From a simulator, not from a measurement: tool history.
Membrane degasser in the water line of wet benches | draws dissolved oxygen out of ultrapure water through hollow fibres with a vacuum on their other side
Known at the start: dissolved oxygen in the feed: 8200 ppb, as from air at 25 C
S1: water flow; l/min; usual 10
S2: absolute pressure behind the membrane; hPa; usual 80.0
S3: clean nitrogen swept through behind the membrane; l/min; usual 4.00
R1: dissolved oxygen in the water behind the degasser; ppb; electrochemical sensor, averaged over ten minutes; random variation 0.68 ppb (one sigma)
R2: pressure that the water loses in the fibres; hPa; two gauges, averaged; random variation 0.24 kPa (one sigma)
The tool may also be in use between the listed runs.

| run | hour | S1 | S2 | S3 | R1 | R2 |
|---|---|---|---|---|---|---|
| 1 | 0.0 | 10 | 80.0 | 4.00 | 60.2 | 622.6 |
| 2 | 71.3 | 10 | 80.0 | 4.00 | 62.0 | 620.8 |
| 3 | 118.2 | 10 | 80.0 | 4.00 | 60.2 | 621.9 |
| 4 | 159.1 | 10 | 80.0 | 4.00 | 60.3 | 620.5 |
| 5 | 208.5 | 10 | 80.0 | 4.00 | 59.7 | 618.6 |
| 6 | 246.3 | 10 | 80.0 | 4.00 | 60.7 | 616.5 |
| 7 | 297.0 | 10 | 80.0 | 4.00 | 60.9 | 615.0 |
| 8 | 350.3 | 10 | 80.0 | 4.00 | 60.6 | 616.1 |
| 9 | 424.5 | 8 | 154.7 | 4.00 | 78.1 | 491.4 |
| 10 | 500.0 | 10 | 80.0 | 4.07 | 59.7 | 613.8 |
| 11 | 583.7 | 10 | 80.0 | 4.07 | 60.4 | 612.9 |
| 12 | 643.4 | 10 | 64.0 | 8.92 | 40.0 | 606.3 |
| 13 | 701.8 | 10 | 64.0 | 8.92 | 39.7 | 607.1 |
| 14 | 788.4 | 10 | 117.1 | 5.16 | 72.1 | 605.8 |
|  | 827.7 | seals of the vacuum lines changed |
| 15 | 877.2 | 10 | 117.1 | 6.10 | 64.4 | 606.9 |

Forecast each of these 5 alternatives for the next run:
| A | 931.3 | 9 | 92.5 | 2.76 | ? | ? |
| B | 931.3 | 10 | 198.2 | 4.00 | ? | ? |
| C | 931.3 | 10 | 80.0 | 2.38 | ? | ? |
| D | 931.3 | 10 | 117.1 | 6.10 | ? | ? |
| E | 931.3 | 7 | 80.0 | 2.37 | ? | ? |

| run | R1 | R2 |
|---|---|---|
| A | 71.7 | 542.7 |
| B | 132.1 | 602.2 |
| C | 80.3 | 600.5 |
| D | 66.1 | 607.2 |
| E | 45.8 | 424.3 |
Without the tool's hidden state the same runs would have given:
| run | R1 | R2 |
|---|---|---|
| A | 71.6 | 556.1 |
| B | 132.1 | 617.1 |
| C | 80.3 | 615.4 |
| D | 66.0 | 622.2 |
| E | 45.8 | 434.8 |
